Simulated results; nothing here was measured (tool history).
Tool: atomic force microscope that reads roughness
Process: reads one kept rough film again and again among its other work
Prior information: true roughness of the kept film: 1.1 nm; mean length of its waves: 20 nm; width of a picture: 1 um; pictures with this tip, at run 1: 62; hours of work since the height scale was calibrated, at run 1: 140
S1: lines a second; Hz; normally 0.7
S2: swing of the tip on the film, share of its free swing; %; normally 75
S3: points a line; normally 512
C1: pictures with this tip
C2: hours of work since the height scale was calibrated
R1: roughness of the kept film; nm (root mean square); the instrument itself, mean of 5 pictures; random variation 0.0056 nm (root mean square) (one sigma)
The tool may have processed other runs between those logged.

{"run": 1, "hour": 0.0, "S1": 0.7, "S2": 75, "S3": 512, "C1": 62, "C2": 140, "R1": 0.881}
{"run": 2, "hour": 17.8, "S1": 0.7, "S2": 75, "S3": 512, "C1": 88, "C2": 152, "R1": 0.839}
{"run": 3, "hour": 33.8, "S1": 0.7, "S2": 84, "S3": 512, "C1": 111, "C2": 164, "R1": 0.805}
{"run": 4, "hour": 44.5, "S1": 0.7, "S2": 75, "S3": 935, "C1": 127, "C2": 171, "R1": 0.8}
{"run": 5, "hour": 62.2, "S1": 0.7, "S2": 75, "S3": 935, "C1": 152, "C2": 184, "R1": 0.773}
{"run": 6, "hour": 73.9, "S1": 0.7, "S2": 75, "S3": 512, "C1": 169, "C2": 192, "R1": 0.752}
{"run": 7, "hour": 86.1, "S1": 0.7, "S2": 75, "S3": 512, "C1": 187, "C2": 201, "R1": 0.736}
{"run": 8, "hour": 104.2, "S1": 0.7, "S2": 75, "S3": 347, "C1": 213, "C2": 214, "R1": 0.716}
{"run": 9, "hour": 121.0, "S1": 0.7, "S2": 75, "S3": 347, "C1": 238, "C2": 225, "R1": 0.695}
{"hour": 126.8, "done": "new tip fitted"}
{"run": 10, "hour": 130.1, "S1": 0.888, "S2": 75, "S3": 512, "C1": 4, "C2": 232, "R1": 0.953}
{"run": 11, "hour": 146.7, "S1": 0.888, "S2": 75, "S3": 512, "C1": 28, "C2": 243, "R1": 0.907}
{"run": 12, "hour": 164.2, "S1": 0.825, "S2": 75, "S3": 512, "C1": 54, "C2": 256, "R1": 0.879}
{"run": 13, "hour": 179.2, "S1": 0.825, "S2": 75, "S3": 512, "C1": 76, "C2": 266, "R1": 0.847}
{"run": 14, "hour": 186.9, "S1": 0.825, "S2": 75, "S3": 512, "C1": 87, "C2": 272, "R1": 0.834}
{"run": 15, "hour": 200.3, "S1": 0.7, "S2": 75, "S3": 563, "C1": 106, "C2": 281, "R1": 0.814}
{"run": 16, "hour": 218.1, "S1": 0.7, "S2": 75, "S3": 563, "C1": 132, "C2": 294, "R1": 0.793}
{"run": 17, "hour": 233.4, "S1": 2.388, "S2": 75, "S3": 512, "C1": 154, "C2": 305, "R1": 0.736}
{"run": 18, "hour": 248.8, "S1": 2.388, "S2": 75, "S3": 512, "C1": 177, "C2": 315, "R1": 0.714}
{"hour": 251.4, "done": "height scale calibrated on a step standard"}
{"run": 19, "hour": 261.8, "S1": 2.388, "S2": 75, "S3": 512, "C1": 194, "C2": 7, "R1": 0.701}
{"run": 20, "hour": 279.8, "S1": 2.388, "S2": 75, "S3": 512, "C1": 220, "C2": 20, "R1": 0.663}
{"hour": 281.7, "done": "height scale calibrated on a step standard, once more"}
{"hour": 298.8, "done": "new tip fitted"}
{"run": 21, "hour": 298.8, "S1": 2.388, "S2": 75, "S3": 512, "C1": 0, "C2": 12, "R1": 0.915}
{"run": 22, "hour": 315.9, "S1": 2.388, "S2": 82, "S3": 512, "C1": 24, "C2": 24, "R1": 0.859}
{"run": 23, "hour": 332.0, "S1": 2.388, "S2": 82, "S3": 1014, "C1": 48, "C2": 35, "R1": 0.836}
{"run": 24, "hour": 347.5, "S1": 2.388, "S2": 82, "S3": 322, "C1": 70, "C2": 46, "R1": 0.804}
{"run": 25, "hour": 355.2, "S1": 2.388, "S2": 82, "S3": 322, "C1": 81, "C2": 52, "R1": 0.781}
{"run": 26, "hour": 368.8, "S1": 2.451, "S2": 66, "S3": 359, "C1": 101, "C2": 61, "R1": 0.805}
{"run": 27, "hour": 376.4, "S1": 2.451, "S2": 66, "S3": 359, "C1": 112, "C2": 67, "R1": 0.798}
{"run": 28, "hour": 392.0, "S1": 0.799, "S2": 75, "S3": 512, "C1": 135, "C2": 78, "R1": 0.786}
{"run": 29, "hour": 404.3, "S1": 0.799, "S2": 75, "S3": 512, "C1": 153, "C2": 86, "R1": 0.777}
{"run": 30, "hour": 421.6, "S1": 0.509, "S2": 75, "S3": 512, "C1": 178, "C2": 99, "R1": 0.746}
{"run": 31, "hour": 434.3, "S1": 0.501, "S2": 57, "S3": 512, "C1": 196, "C2": 108, "R1": 0.746}
{"run": 32, "hour": 448.4, "S1": 0.501, "S2": 57, "S3": 512, "C1": 217, "C2": 118, "R1": 0.726}
{"run": 33, "hour": 455.8, "S1": 2.831, "S2": 63, "S3": 604, "C1": 227, "C2": 123, "R1": 0.698}
{"hour": 469.5, "done": "new tip fitted"}
{"run": 34, "hour": 472.5, "S1": 2.831, "S2": 63, "S3": 604, "C1": 4, "C2": 134, "R1": 0.945}
{"run": 35, "hour": 482.3, "S1": 2.831, "S2": 63, "S3": 604, "C1": 18, "C2": 141, "R1": 0.92}
{"run": 36, "hour": 498.1, "S1": 0.631, "S2": 63, "S3": 398, "C1": 41, "C2": 152, "R1": 0.902}
{"run": 37, "hour": 509.5, "S1": 3.469, "S2": 71, "S3": 924, "C1": 58, "C2": 160, "R1": 0.841}
{"run": 38, "hour": 525.2, "S1": 2.622, "S2": 71, "S3": 924, "C1": 81, "C2": 172, "R1": 0.834}
{"run": 39, "hour": 540.0, "S1": 2.622, "S2": 71, "S3": 924, "C1": 102, "C2": 182, "R1": 0.799}
{"run": 40, "hour": 552.7, "S1": 2.812, "S2": 57, "S3": 512, "C1": 120, "C2": 191, "R1": 0.805}
{"run": 41, "hour": 560.7, "S1": 0.51, "S2": 56, "S3": 842, "C1": 132, "C2": 197, "R1": 0.809}
{"run": 42, "hour": 570.8, "S1": 0.685, "S2": 71, "S3": 818, "C1": 147, "C2": 204, "R1": 0.797}
{"run": 43, "hour": 580.5, "S1": 0.852, "S2": 60, "S3": 488, "C1": 161, "C2": 211, "R1": 0.776}
{"run": 44, "hour": 596.4, "S1": 1.746, "S2": 67, "S3": 448, "C1": 184, "C2": 222, "R1": 0.736}
{"run": 45, "hour": 611.8, "S1": 3.865, "S2": 74, "S3": 347, "C1": 206, "C2": 233, "R1": 0.67}
{"run": 46, "hour": 624.8, "S1": 1.693, "S2": 89, "S3": 925, "C1": 225, "C2": 242, "R1": 0.664}
{"run": 47, "hour": 634.7, "S1": 1.693, "S2": 89, "S3": 925, "C1": 239, "C2": 249, "R1": 0.662}

Subtracting, for every run, the result it would have given without the tool's unlogged condition from the measured result gives the following. The same run-to-run variation enters both numbers; the gauge's scatter may not:
Hidden state at play: radius of the tip, nm; height scale over the true one, %; drift of the gauge itself on roughness_nm, %.
run=1 R1=-0.088
run=2 R1=-0.121
run=3 R1=-0.145
run=4 R1=-0.165
run=5 R1=-0.195
run=6 R1=-0.208
run=7 R1=-0.224
run=8 R1=-0.243
run=9 R1=-0.266
run=10 R1=-0.016
run=11 R1=-0.05
run=12 R1=-0.086
run=13 R1=-0.115
run=14 R1=-0.129
run=15 R1=-0.152
run=16 R1=-0.177
run=17 R1=-0.191
run=18 R1=-0.212
run=19 R1=-0.234
run=20 R1=-0.252
run=21 R1=-0.004
run=22 R1=-0.037
run=23 R1=-0.07
run=24 R1=-0.092
run=25 R1=-0.102
run=26 R1=-0.13
run=27 R1=-0.142
run=28 R1=-0.168
run=29 R1=-0.186
run=30 R1=-0.211
run=31 R1=-0.231
run=32 R1=-0.25
run=33 R1=-0.253
run=34 R1=-0.011
run=35 R1=-0.031
run=36 R1=-0.065
run=37 R1=-0.08
run=38 R1=-0.11
run=39 R1=-0.133
run=40 R1=-0.155
run=41 R1=-0.173
run=42 R1=-0.185
run=43 R1=-0.197
run=44 R1=-0.214
run=45 R1=-0.217
run=46 R1=-0.236
run=47 R1=-0.246

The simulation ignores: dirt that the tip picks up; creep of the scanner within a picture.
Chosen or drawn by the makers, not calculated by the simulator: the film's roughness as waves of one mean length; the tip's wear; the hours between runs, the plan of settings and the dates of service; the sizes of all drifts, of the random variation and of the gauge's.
